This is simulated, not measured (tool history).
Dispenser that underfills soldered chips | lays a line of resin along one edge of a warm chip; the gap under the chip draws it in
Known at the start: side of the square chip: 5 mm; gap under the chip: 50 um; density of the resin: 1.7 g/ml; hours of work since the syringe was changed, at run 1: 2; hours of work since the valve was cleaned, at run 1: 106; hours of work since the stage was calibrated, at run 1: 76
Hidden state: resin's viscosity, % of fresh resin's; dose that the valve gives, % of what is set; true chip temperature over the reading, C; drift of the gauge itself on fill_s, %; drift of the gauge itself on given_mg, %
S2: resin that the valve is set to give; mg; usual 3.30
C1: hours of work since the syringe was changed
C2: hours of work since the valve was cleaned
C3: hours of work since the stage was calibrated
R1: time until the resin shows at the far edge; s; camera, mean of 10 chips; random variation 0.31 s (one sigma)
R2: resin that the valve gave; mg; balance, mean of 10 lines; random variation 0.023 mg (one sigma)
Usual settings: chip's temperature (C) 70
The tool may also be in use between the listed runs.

run 1 hour=0.0 | chip's_temperature_(C)=70 S2=3.30 | C1=2 C2=106 C3=76 | R1=10.5 R2=3.18
-- hour=3.3 dispensing valve cleaned and set on the balance
run 2 hour=6.6 | chip's_temperature_(C)=70 S2=3.30 | C1=6 C2=2 C3=80 | R1=14.1 R2=3.29
-- hour=10.8 new syringe of resin
run 3 hour=12.2 | chip's_temperature_(C)=70 S2=3.34 | C1=1 C2=6 C3=84 | R1=9.4 R2=3.32
run 4 hour=19.9 | chip's_temperature_(C)=70 S2=3.80 | C1=7 C2=12 C3=90 | R1=14.8 R2=3.75
-- hour=22.6 new syringe of resin
run 5 hour=24.0 | chip's_temperature_(C)=70 S2=3.80 | C1=1 C2=15 C3=93 | R1=9.8 R2=3.72
run 6 hour=29.9 | chip's_temperature_(C)=82 S2=3.80 | C1=5 C2=20 C3=97 | R1=7.1 R2=3.72
-- hour=34.1 new syringe of resin
run 7 hour=37.9 | chip's_temperature_(C)=70 S2=3.40 | C1=3 C2=25 C3=103 | R1=11.7 R2=3.32
-- hour=46.2 new syringe of resin
run 8 hour=47.1 | chip's_temperature_(C)=70 S2=3.30 | C1=1 C2=32 C3=110 | R1=9.5 R2=3.22
run 9 hour=56.0 | chip's_temperature_(C)=70 S2=3.30 | C1=7 C2=39 C3=116 | R1=15.7 R2=3.23
-- hour=57.8 new syringe of resin
run 10 hour=63.1 | chip's_temperature_(C)=60 S2=3.10 | C1=4 C2=44 C3=121 | R1=22.2 R2=3.05
run 11 hour=68.1 | chip's_temperature_(C)=60 S2=3.10 | C1=8 C2=48 C3=125 | R1=29.0 R2=3.04
-- hour=69.5 new syringe of resin
run 12 hour=73.7 | chip's_temperature_(C)=72 S2=3.26 | C1=3 C2=52 C3=129 | R1=10.6 R2=3.15
-- hour=81.1 new syringe of resin
run 13 hour=81.1 | chip's_temperature_(C)=78 S2=3.65 | C1=0 C2=57 C3=134 | R1=6.1 R2=3.52
run 14 hour=88.9 | chip's_temperature_(C)=78 S2=3.65 | C1=6 C2=63 C3=140 | R1=9.2 R2=3.55
-- hour=92.6 new syringe of resin
run 15 hour=94.2 | chip's_temperature_(C)=61 S2=2.86 | C1=1 C2=67 C3=144 | R1=17.9 R2=2.74
run 16 hour=98.5 | chip's_temperature_(C)=75 S2=2.83 | C1=4 C2=70 C3=147 | R1=10.5 R2=2.73
-- hour=104.5 new syringe of resin
run 17 hour=106.7 | chip's_temperature_(C)=71 S2=2.98 | C1=2 C2=76 C3=153 | R1=10.1 R2=2.88
run 18 hour=111.6 | chip's_temperature_(C)=71 S2=2.98 | C1=5 C2=79 C3=157 | R1=13.3 R2=2.82

3 ways to go on from here, each from the tool as it stands after run 18. What would each give?
-- hour=116.3 new syringe of resin
run A hour=116.4 | chip's_temperature_(C)=83 S2=2.98 | C1=0 C2=83 C3=160 | R1=? R2=?
-- hour=116.3 new syringe of resin
run B hour=116.4 | chip's_temperature_(C)=74 S2=3.77 | C1=0 C2=83 C3=160 | R1=? R2=?
-- hour=116.3 new syringe of resin
run C hour=116.4 | chip's_temperature_(C)=82 S2=3.60 | C1=0 C2=83 C3=160 | R1=? R2=?

run=A R1=4.8 R2=2.86
run=B R1=7.3 R2=3.62
run=C R1=4.8 R2=3.46
Without the tool's hidden state the same runs would have given:
run=A R1=4.6 R2=2.98
run=B R1=7.0 R2=3.77
run=C R1=4.5 R2=3.60

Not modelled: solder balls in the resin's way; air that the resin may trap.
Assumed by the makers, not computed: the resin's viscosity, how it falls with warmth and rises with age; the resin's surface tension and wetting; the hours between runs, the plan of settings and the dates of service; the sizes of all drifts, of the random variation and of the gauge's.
